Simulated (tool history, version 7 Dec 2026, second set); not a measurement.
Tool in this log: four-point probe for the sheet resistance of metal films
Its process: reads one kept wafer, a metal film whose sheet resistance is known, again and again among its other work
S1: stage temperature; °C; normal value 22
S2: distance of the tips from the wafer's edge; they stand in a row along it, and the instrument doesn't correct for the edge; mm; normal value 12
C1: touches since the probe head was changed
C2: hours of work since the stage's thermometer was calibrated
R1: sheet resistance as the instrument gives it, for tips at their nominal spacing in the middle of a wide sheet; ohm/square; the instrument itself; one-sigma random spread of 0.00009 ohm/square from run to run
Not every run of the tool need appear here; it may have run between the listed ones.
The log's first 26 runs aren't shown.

{"run": 27, "hour": 264.8, "S1": 26, "S2": 7, "C1": 9100, "C2": 24, "R1": 0.453663}
{"run": 28, "hour": 275.4, "S1": 26, "S2": 3, "C1": 9207, "C2": 28, "R1": 0.484949}
{"run": 29, "hour": 284.4, "S1": 30, "S2": 4, "C1": 9297, "C2": 33, "R1": 0.468138}
{"run": 30, "hour": 295.8, "S1": 21, "S2": 12, "C1": 9411, "C2": 38, "R1": 0.449379}
{"run": 31, "hour": 304.7, "S1": 29, "S2": 50, "C1": 9501, "C2": 42, "R1": 0.445654}
{"run": 32, "hour": 312.4, "S1": 31, "S2": 3, "C1": 9578, "C2": 46, "R1": 0.484058}
{"run": 33, "hour": 327.3, "S1": 31, "S2": 3, "C1": 9727, "C2": 53, "R1": 0.484084}
{"run": 34, "hour": 334.2, "S1": 31, "S2": 3, "C1": 9797, "C2": 56, "R1": 0.484106}
{"run": 35, "hour": 347.1, "S1": 31, "S2": 3, "C1": 9926, "C2": 62, "R1": 0.484082}
{"run": 36, "hour": 359.5, "S1": 26, "S2": 68, "C1": 10051, "C2": 68, "R1": 0.445981}
{"run": 37, "hour": 375.2, "S1": 32, "S2": 3, "C1": 10209, "C2": 75, "R1": 0.483852}
{"run": 38, "hour": 391.3, "S1": 33, "S2": 5, "C1": 10370, "C2": 82, "R1": 0.459744}
{"run": 39, "hour": 406.6, "S1": 33, "S2": 5, "C1": 10524, "C2": 89, "R1": 0.459857}
{"run": 40, "hour": 418.3, "S1": 33, "S2": 16, "C1": 10641, "C2": 95, "R1": 0.446502}
{"run": 41, "hour": 425.9, "S1": 27, "S2": 12, "C1": 10717, "C2": 98, "R1": 0.448503}
{"run": 42, "hour": 434.1, "S1": 22, "S2": 8, "C1": 10800, "C2": 102, "R1": 0.452832}
{"run": 43, "hour": 441.7, "S1": 22, "S2": 33, "C1": 10876, "C2": 106, "R1": 0.44704}
{"run": 44, "hour": 457.8, "S1": 22, "S2": 33, "C1": 11037, "C2": 113, "R1": 0.446974}
{"run": 45, "hour": 471.5, "S1": 22, "S2": 7, "C1": 11175, "C2": 120, "R1": 0.454443}

Consider 4 possible next runs. They are alternatives, not a sequence: every one starts from the tool as it was left by run 45. What does each give?
{"run": "A", "hour": 481.6, "S1": 24, "S2": 17, "C1": 11277, "C2": 124, "R1": "?"}
{"run": "B", "hour": 481.6, "S1": 26, "S2": 12, "C1": 11277, "C2": 124, "R1": "?"}
{"run": "C", "hour": 481.6, "S1": 22, "S2": 49, "C1": 11277, "C2": 124, "R1": "?"}
{"run": "D", "hour": 481.6, "S1": 19, "S2": 19, "C1": 11277, "C2": 124, "R1": "?"}

run=A R1=0.447701
run=B R1=0.448786
run=C R1=0.446758
run=D R1=0.44816
Stripped of hidden state, with their random variation kept, the same runs would have yielded:
run=A R1=0.448524
run=B R1=0.44961
run=C R1=0.447578
run=D R1=0.448983

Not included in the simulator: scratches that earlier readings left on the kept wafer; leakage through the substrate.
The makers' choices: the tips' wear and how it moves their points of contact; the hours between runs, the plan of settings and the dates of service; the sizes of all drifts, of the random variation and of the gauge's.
